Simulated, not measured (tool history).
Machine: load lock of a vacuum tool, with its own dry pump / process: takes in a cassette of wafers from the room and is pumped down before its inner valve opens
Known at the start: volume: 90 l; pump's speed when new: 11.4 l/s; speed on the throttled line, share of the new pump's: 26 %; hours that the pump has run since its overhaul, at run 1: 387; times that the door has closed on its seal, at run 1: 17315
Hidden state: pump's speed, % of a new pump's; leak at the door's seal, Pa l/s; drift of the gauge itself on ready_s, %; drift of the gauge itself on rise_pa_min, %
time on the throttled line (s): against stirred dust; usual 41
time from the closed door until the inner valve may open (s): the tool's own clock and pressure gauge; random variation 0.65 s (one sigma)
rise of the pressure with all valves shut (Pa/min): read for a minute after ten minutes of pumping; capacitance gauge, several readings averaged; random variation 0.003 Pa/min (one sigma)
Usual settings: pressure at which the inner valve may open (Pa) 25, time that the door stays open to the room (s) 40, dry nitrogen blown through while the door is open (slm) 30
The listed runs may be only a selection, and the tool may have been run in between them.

run	hour	time on the throttled line (s)	pressure at which the inner valve may open (Pa)	time that the door stays open to the room (s)	dry nitrogen blown through while the door is open (slm)	hours that the pump has run since its overhaul	times that the door has closed on its seal	incoming humidity of the room's air, %	time from the closed door until the inner valve may open (s)	rise of the pressure with all valves shut (Pa/min)
1	0.0	41	25	40	30	387	17315	47.3	96.4	0.018
2	319.3	41	25	40	30	707	17792	49.4	95.4	0.016
3	765.2	41	25	40	30	1152	18458	42.7	96.1	0.011
4	1211.3	41	25	40	30	1599	19125	44.2	96.6	0.013
5	1466.9	41	25	40	30	1854	19506	45.2	95.9	0.019
6	1803.3	41	25	40	30	2191	20009	46.4	95.1	0.015
7	2058.8	41	25	40	30	2446	20391	45.5	95.4	0.018
8	2337.1	41	25	40	30	2724	20807	43.7	96.1	0.010
9	2546.6	41	25	40	30	2934	21120	45.1	96.5	0.010
10	2889.4	52	29	205	14	3277	21632	44.2	103.8	0.055
11	3107.4	41	25	230	30	3495	21958	48.5	95.7	0.045
12	3374.0	41	25	230	30	3761	22356	45.7	96.0	0.047
13	3750.8	68	25	230	30	4138	22919	44.6	116.2	0.037

Expected results for the next run?
14	4181.5	54	36	42	10	4569	23563	41.5	?	?

time from the closed door until the inner valve may open (s): 103.0
rise of the pressure with all valves shut (Pa/min): 0.016
With the hidden condition absent and the run-to-run variation left alone, this run would have shown time from the closed door until the inner valve may open (s) 103.0, rise of the pressure with all valves shut (Pa/min) 0.016.
